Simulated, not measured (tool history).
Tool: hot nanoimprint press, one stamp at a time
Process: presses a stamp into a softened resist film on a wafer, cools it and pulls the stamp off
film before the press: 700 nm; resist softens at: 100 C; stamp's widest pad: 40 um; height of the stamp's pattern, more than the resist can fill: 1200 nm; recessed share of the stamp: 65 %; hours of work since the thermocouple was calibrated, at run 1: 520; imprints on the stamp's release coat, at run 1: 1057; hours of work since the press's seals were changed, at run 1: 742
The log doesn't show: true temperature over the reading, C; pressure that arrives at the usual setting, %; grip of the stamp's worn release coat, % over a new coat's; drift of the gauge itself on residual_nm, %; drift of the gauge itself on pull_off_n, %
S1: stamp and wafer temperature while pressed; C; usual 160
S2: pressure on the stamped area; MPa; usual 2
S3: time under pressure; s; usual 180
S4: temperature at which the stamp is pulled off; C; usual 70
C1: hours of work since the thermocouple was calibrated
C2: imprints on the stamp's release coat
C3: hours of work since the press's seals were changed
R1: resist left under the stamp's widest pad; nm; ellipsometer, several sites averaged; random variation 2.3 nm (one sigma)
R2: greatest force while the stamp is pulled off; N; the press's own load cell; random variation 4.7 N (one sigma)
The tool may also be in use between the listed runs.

run	hour	S1	S2	S3	S4	C1	C2	C3	R1	R2
1	0	160	2	180	70	520	1057	742	411.4	284
# hour 75.7: plate thermocouple calibrated
2	87.1	160	2	108	70	8	1371	798	460.2	277
3	140.3	160	2	223	70	43	1569	834	372.4	302
4	194	160	2	180	70	79	1770	870	402.6	306
# hour 255.7: stamp cleaned and given a new release coat
5	269.1	160	2	180	70	125	50	916	400.5	230
6	356.6	160	2	180	70	184	376	974	404.6	250
# hour 421.4: press's hydraulic seals changed and the load cell set to zero
7	433.4	160	2	180	70	230	633	8	390.8	254
8	478.5	160	2	180	70	260	801	38	389.2	264
9	518.5	160	2	180	70	286	951	65	391.2	267
10	596.3	160	2	180	70	338	1241	117	395.4	290
11	658	160	2	180	70	380	1471	158	395.3	292
12	695.3	160	2	180	70	405	1610	183	397	290
13	771.1	160	2	180	71	455	1893	234	400.3	309
# hour 803.2: stamp cleaned and given a new release coat
14	821.8	160	2	180	70	485	69	263	402.6	234
15	908.6	160	2	180	67	543	393	321	404.5	251
# hour 951.3: plate thermocouple calibrated
16	999.2	162	2.86	180	77	32	720	380	309	241
17	1056.2	160	2	96	70	70	932	418	473.7	260
18	1095.3	160	2	96	70	96	1078	444	480.2	268
19	1150.2	158	2.29	96	61	133	1283	481	493	313
20	1194.9	158	1.96	144	72	163	1449	511	466	283
21	1232.8	158	1.96	144	72	188	1591	536	469.7	287
22	1287.7	160	1.5	156	70	225	1795	573	460.4	303
# hour 1344.1: stamp cleaned and given a new release coat
23	1360.3	159	2.25	95	70	269	60	617	484.1	233
24	1439.2	160	2	118	70	322	354	670	459.4	241
25	1478.9	160	2.66	94	55	348	502	696	450.6	297
26	1557.9	160	2	171	70	401	797	749	412.1	263
27	1617.2	149	2	118	70	441	1018	789	613.4	270
28	1690.2	171	2.06	354	63	490	1290	838	191.1	302
29	1753.8	171	2.06	354	63	532	1527	880	189.1	307

5 ways to go on from here, each from the tool as it stands after run 29. What would each give?
A	1798.3	171	1.65	125	74	562	1693	910	?	?
B	1798.3	155	1.26	180	71	562	1693	910	?	?
C	1798.3	153	2	180	70	562	1693	910	?	?
D	1798.3	167	2	277	67	562	1693	910	?	?
E	1798.3	168	2.06	354	63	562	1693	910	?	?

run	R1	R2
A	324.4	290
B	555.4	297
C	535.9	294
D	261.1	316
E	223.1	324
Without the tool's hidden state the same runs would have given:
run	R1	R2
A	299.2	220
B	530.9	225
C	504	224
D	236.8	240
E	201.6	247

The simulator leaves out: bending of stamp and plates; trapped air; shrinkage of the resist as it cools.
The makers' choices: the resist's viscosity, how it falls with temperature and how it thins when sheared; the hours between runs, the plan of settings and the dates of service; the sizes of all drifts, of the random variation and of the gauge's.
